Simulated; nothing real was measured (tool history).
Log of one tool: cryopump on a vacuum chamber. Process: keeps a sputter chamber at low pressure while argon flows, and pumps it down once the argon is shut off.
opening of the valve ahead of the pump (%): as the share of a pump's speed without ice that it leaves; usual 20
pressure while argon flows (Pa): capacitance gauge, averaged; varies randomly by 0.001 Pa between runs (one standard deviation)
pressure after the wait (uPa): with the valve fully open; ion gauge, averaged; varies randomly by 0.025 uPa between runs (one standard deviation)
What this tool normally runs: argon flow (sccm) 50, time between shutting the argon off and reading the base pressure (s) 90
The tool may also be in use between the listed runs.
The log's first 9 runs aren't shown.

run,hour,argon flow (sccm),time between shutting the argon off and reading the base pressure (s),opening of the valve ahead of the pump (%),pressure while argon flows (Pa),pressure after the wait (uPa)
10,120.8,50,98,42,0.1112,1.17
11,136.8,50,90,20,0.2291,1.25
12,150.2,50,90,20,0.2278,1.29
13,160.6,30,90,20,0.1371,1.3
14,168.8,50,90,20,0.2281,1.25
15,182.1,50,90,20,0.2296,1.3
16,189.9,50,90,20,0.2292,1.27
17,197.9,50,90,20,0.2308,1.27
18,215,50,90,20,0.2305,1.29
19,230.2,50,90,20,0.2301,1.29
20,241.6,33,30,20,0.1529,3.01
21,249.4,48,82,20,0.2241,1.42

What does the tool deliver on the next run?
22,257.6,48,224,20,?,?

pressure while argon flows (Pa): 0.2234
pressure after the wait (uPa): 0.79
If the tool had no hidden condition, the same run with the same run-to-run variation would have returned pressure while argon flows (Pa) 0.2122, pressure after the wait (uPa) 0.49.
